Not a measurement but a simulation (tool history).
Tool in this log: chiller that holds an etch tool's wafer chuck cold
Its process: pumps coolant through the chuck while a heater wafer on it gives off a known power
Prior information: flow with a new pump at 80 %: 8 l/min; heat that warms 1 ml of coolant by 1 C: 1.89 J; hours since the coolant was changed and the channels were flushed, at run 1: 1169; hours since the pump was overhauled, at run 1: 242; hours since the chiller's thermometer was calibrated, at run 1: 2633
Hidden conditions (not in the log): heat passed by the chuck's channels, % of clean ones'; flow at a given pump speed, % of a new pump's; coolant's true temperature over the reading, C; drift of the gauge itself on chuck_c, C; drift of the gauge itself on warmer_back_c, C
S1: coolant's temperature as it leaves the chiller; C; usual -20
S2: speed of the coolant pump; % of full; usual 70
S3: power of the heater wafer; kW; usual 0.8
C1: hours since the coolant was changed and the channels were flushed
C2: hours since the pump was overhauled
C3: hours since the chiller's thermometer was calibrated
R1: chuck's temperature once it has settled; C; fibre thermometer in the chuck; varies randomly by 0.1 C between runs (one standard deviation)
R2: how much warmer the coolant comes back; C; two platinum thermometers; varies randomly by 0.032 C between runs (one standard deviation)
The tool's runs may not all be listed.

Run 1, day 0: usual settings; C1 1169; C2 242; C3 2633. Result: R1 -11 C, R2 3.66 C.
Run 2, day 9.142: usual settings; C1 1388; C2 461; C3 2853. Result: R1 -11.2 C, R2 3.71 C.
Run 3, day 17.754: usual settings but S3 0.898 kW; C1 1595; C2 668; C3 3059. Result: R1 -9.8 C, R2 4.17 C.
Run 4, day 22.388: usual settings but S3 0.898 kW; C1 1706; C2 779; C3 3171. Result: R1 -9.8 C, R2 4.16 C.
Run 5, day 28.588: usual settings but S3 0.652 kW; C1 1855; C2 928; C3 3319. Result: R1 -12.5 C, R2 3.02 C.
Run 6, day 35.208: usual settings but S2 72 % of full; C1 2014; C2 1087; C3 3478. Result: R1 -11.1 C, R2 3.54 C.
Run 7, day 41.421: usual settings but S3 0.446 kW; C1 2163; C2 1236; C3 3627. Result: R1 -14.8 C, R2 2.07 C.
Run 8, day 48.508: usual settings but S3 0.446 kW; C1 2333; C2 1406; C3 3797. Result: R1 -14.7 C, R2 2.09 C.
Run 9, day 53.583: usual settings but S3 0.446 kW; C1 2455; C2 1528; C3 3919. Result: R1 -14.7 C, R2 2.08 C.
Run 10, day 60.021: usual settings but S3 0.567 kW; C1 2609; C2 1682; C3 4074. Result: R1 -13.2 C, R2 2.63 C.
Run 11, day 66.412: usual settings but S2 94 % of full; C1 2762; C2 1835; C3 4227. Result: R1 -12.6 C, R2 2.7 C.
Run 12, day 73.554: usual settings but S2 64 % of full; C1 2934; C2 2007; C3 4399. Result: R1 -9.7 C, R2 4.12 C.
Run 13, day 77.996: usual settings but S3 0.63 kW; C1 3040; C2 2113; C3 4505. Result: R1 -12.5 C, R2 2.99 C.
Run 14, day 82.058: usual settings but S2 63 % of full, S3 1.082 kW; C1 3138; C2 2211; C3 4603. Result: R1 -6.1 C, R2 5.71 C.
Run 15, day 86.475: usual settings but S2 63 % of full, S3 1.082 kW; C1 3244; C2 2317; C3 4709. Result: R1 -5.9 C, R2 5.73 C.
Run 16, day 93.05: usual settings but S1 -25 C, S2 96 % of full, S3 0.661 kW; C1 3402; C2 2475; C3 4866. Result: R1 -18.9 C, R2 2.13 C.
At day 99.608: chiller's thermometer calibrated.
Run 17, day 101.4: usual settings but S1 -28 C, S3 0.982 kW; C1 3601; C2 2674; C3 43. Result: R1 -16.6 C, R2 4.59 C.
Run 18, day 110.375: usual settings but S1 -27 C; C1 3817; C2 2890; C3 258. Result: R1 -17.5 C, R2 3.8 C.
Run 19, day 116.879: usual settings but S1 -27 C; C1 3973; C2 3046; C3 414. Result: R1 -17.7 C, R2 3.75 C.
Run 20, day 125.312: usual settings but S1 -11 C, S3 1.159 kW; C1 4175; C2 3248; C3 617. Result: R1 2.6 C, R2 5.45 C.
Run 21, day 130.946: usual settings but S1 -15 C, S2 78 % of full, S3 0.638 kW; C1 4310; C2 3383; C3 752. Result: R1 -8 C, R2 2.64 C.
Run 22, day 139.404: usual settings but S1 -15 C, S2 78 % of full, S3 0.638 kW; C1 4513; C2 3586; C3 955. Result: R1 -8.1 C, R2 2.68 C.
Run 23, day 147.679: usual settings but S1 -12 C, S2 78 % of full, S3 0.976 kW; C1 4712; C2 3785; C3 1154. Result: R1 -1.2 C, R2 4.1 C.
Run 24, day 153.838: usual settings but S2 66 % of full, S3 0.931 kW; C1 4860; C2 3933; C3 1301. Result: R1 -8.2 C, R2 4.73 C.
Run 25, day 159.125: usual settings but S1 -13 C, S2 69 % of full, S3 0.411 kW; C1 4987; C2 4060; C3 1428. Result: R1 -8 C, R2 1.98 C.

How the hidden state differs across the entries between the runs, from the last listed run before each to the first after it:
After run 16, before run 17: chiller's thermometer calibrated (day 99.608)
  heat passed by the chuck's channels, % of clean ones': 93.7 -> 93.4; flow at a given pump speed, % of a new pump's: 98.5 -> 98.3; coolant's true temperature over the reading, C: 0.27 -> 0.05
  measured less the result without the state, R1: +0.7 -> +0.8 C; R2: +0.03 -> +0.08 C
